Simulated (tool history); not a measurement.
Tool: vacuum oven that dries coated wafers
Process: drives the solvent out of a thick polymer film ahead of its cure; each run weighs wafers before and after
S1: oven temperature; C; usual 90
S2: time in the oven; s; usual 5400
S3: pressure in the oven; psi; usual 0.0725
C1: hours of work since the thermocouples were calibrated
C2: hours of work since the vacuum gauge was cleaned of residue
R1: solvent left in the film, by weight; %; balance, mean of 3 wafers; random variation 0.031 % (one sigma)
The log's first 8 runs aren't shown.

Run 9, hour 99.2: usual settings; C1 230; C2 723. Result: R1 1.18 %.
Run 10, hour 113.2: usual settings; C1 236; C2 729. Result: R1 1.13 %.
Run 11, hour 122.3: usual settings; C1 240; C2 733. Result: R1 1.13 %.
Run 12, hour 135.8: usual settings; C1 246; C2 738. Result: R1 1.19 %.
Run 13, hour 150.6: usual settings; C1 252; C2 745. Result: R1 1.16 %.
Run 14, hour 160.9: usual settings; C1 257; C2 749. Result: R1 1.12 %.
Run 15, hour 175.4: usual settings; C1 263; C2 755. Result: R1 1.13 %.
Run 16, hour 186.3: usual settings; C1 267; C2 760. Result: R1 1.18 %.
Run 17, hour 198.0: usual settings but S1 84 C, S2 6360 s, S3 0.1700 psi; C1 272; C2 765. Result: R1 2.16 %.
Run 18, hour 212.5: usual settings but S2 4080 s, S3 0.1379 psi; C1 279; C2 771. Result: R1 2.21 %.
Run 19, hour 226.6: usual settings but S2 4080 s, S3 0.1379 psi; C1 285; C2 777. Result: R1 2.26 %.
Run 20, hour 240.4: usual settings but S1 96 C, S3 0.1852 psi; C1 290; C2 783. Result: R1 0.57 %.
Run 21, hour 251.5: usual settings but S1 86 C, S2 9060 s, S3 0.2384 psi; C1 295; C2 788. Result: R1 0.98 %.
Run 22, hour 263.5: usual settings but S1 77 C, S2 2760 s, S3 0.1285 psi; C1 300; C2 793. Result: R1 9.00 %.
Run 23, hour 273.4: usual settings but S1 91 C; C1 305; C2 797. Result: R1 1.01 %.
Run 24, hour 286.3: usual settings but S1 91 C; C1 310; C2 802. Result: R1 0.94 %.
Run 25, hour 298.3: usual settings but S1 91 C; C1 315; C2 807. Result: R1 0.98 %.
Run 26, hour 307.5: usual settings but S1 91 C; C1 319; C2 811. Result: R1 0.93 %.
Run 27, hour 314.5: usual settings but S2 4380 s, S3 0.1410 psi; C1 322; C2 814. Result: R1 1.95 %.
Run 28, hour 328.6: usual settings but S2 3180 s; C1 328; C2 820. Result: R1 3.22 %.
Run 29, hour 337.4: usual settings but S2 9720 s, S3 0.0431 psi; C1 332; C2 824. Result: R1 0.24 %.
Run 30, hour 352.8: usual settings but S1 81 C, S2 4740 s, S3 0.0859 psi; C1 338; C2 831. Result: R1 4.27 %.
Run 31, hour 360.8: usual settings but S1 81 C, S2 7440 s, S3 0.0859 psi; C1 342; C2 834. Result: R1 2.16 %.

Forecast each of these 3 alternatives for the next run:
Run A, hour 368.1: usual settings but S1 97 C, S2 3420 s, S3 0.1253 psi; C1 345; C2 837. Result: R1 ?.
Run B, hour 368.1: usual settings but S1 84 C, S2 7260 s, S3 0.1613 psi; C1 345; C2 837. Result: R1 ?.
Run C, hour 368.1: usual settings but S1 91 C, S2 7440 s, S3 0.0859 psi; C1 345; C2 837. Result: R1 ?.

run    R1
  A  1.21
  B  1.65
  C  0.48
Without the tool's hidden state the same runs would have given:
run    R1
  A  1.22
  B  1.64
  C  0.47
